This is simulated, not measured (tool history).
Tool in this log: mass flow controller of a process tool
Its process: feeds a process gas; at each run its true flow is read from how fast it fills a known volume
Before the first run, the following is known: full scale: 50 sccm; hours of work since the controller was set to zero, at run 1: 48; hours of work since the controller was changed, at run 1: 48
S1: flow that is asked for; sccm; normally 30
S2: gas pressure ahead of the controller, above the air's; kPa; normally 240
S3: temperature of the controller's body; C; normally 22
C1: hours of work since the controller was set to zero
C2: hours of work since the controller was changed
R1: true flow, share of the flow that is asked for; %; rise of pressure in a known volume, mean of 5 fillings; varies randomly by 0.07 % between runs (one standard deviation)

run,hour,S1,S2,S3,C1,C2,R1
1,0,30,240,22,48,48,98.91
2,136.3,30,240,22,101,101,98.83
3,267.3,30,240,28,152,152,99.52
4,344.5,30,240,28,182,182,99.56
5,434.7,30,240,28,217,217,99.52
6,530.3,30,240,22,255,255,98.7
7,628.9,12,240,22,293,293,97.85
8,739.4,18,240,22,336,336,98.15
9,857.8,18,240,22,383,383,98.22
10,1008.3,18,240,22,441,441,98.27
11,1112.5,8,240,22,482,482,98.03
12,1261.5,8,240,22,540,540,97.93
13,1334.7,8,240,22,569,569,98.05
14,1479.5,8,240,22,626,626,97.96
15,1573,8,240,22,662,662,98.17
16,1661.9,30,240,22,697,697,98.94
17,1783.9,30,240,22,744,744,98.79
18,1867.3,30,240,22,777,777,98.91
19,1973.3,30,240,22,818,818,98.72
20,2065.1,30,172,22,854,854,98.25
21,2149.3,5,201,23,887,887,98.46
22,2228.9,5,201,23,918,918,98.56
23,2321.5,48,154,35,954,954,100.54
24,2404,48,212,39,987,987,101.52
25,2537.5,48,212,39,1039,1039,101.38
26,2667.1,30,246,34,1089,1089,100.13
# hour 2679.2: controller's zero set anew
27,2763.5,30,155,22,33,1127,98.11
28,2912.9,30,189,38,91,1185,100.31
29,3040.8,30,194,24,141,1235,98.63
# hour 3120.2: controller's zero set anew, once more
30,3172.9,30,194,24,21,1287,98.34
31,3245.2,30,194,24,49,1315,98.52
32,3364.8,30,194,24,96,1362,98.39
33,3463.9,28,258,22,134,1400,98.64
34,3563.5,28,258,21,173,1439,98.48
35,3654.3,30,266,23,209,1475,98.89
36,3748.7,11,182,21,245,1511,97.16
37,3859.8,30,240,21,289,1555,98.33
38,3975.1,24,240,22,334,1600,98.14

Predict each of these 4 candidate next runs independently; none follows another, all start after run 38:
A,4072.2,30,240,26,372,1638,?
B,4072.2,13,227,21,372,1638,?
C,4072.2,30,243,29,372,1638,?
D,4072.2,12,250,34,372,1638,?

run,R1
A,98.97
B,97.62
C,99.32
D,99.2
The same runs, with their run-to-run variation unchanged, on a tool lacking any hidden condition would have given:
run,R1
A,99.27
B,97.61
C,99.62
D,99.15

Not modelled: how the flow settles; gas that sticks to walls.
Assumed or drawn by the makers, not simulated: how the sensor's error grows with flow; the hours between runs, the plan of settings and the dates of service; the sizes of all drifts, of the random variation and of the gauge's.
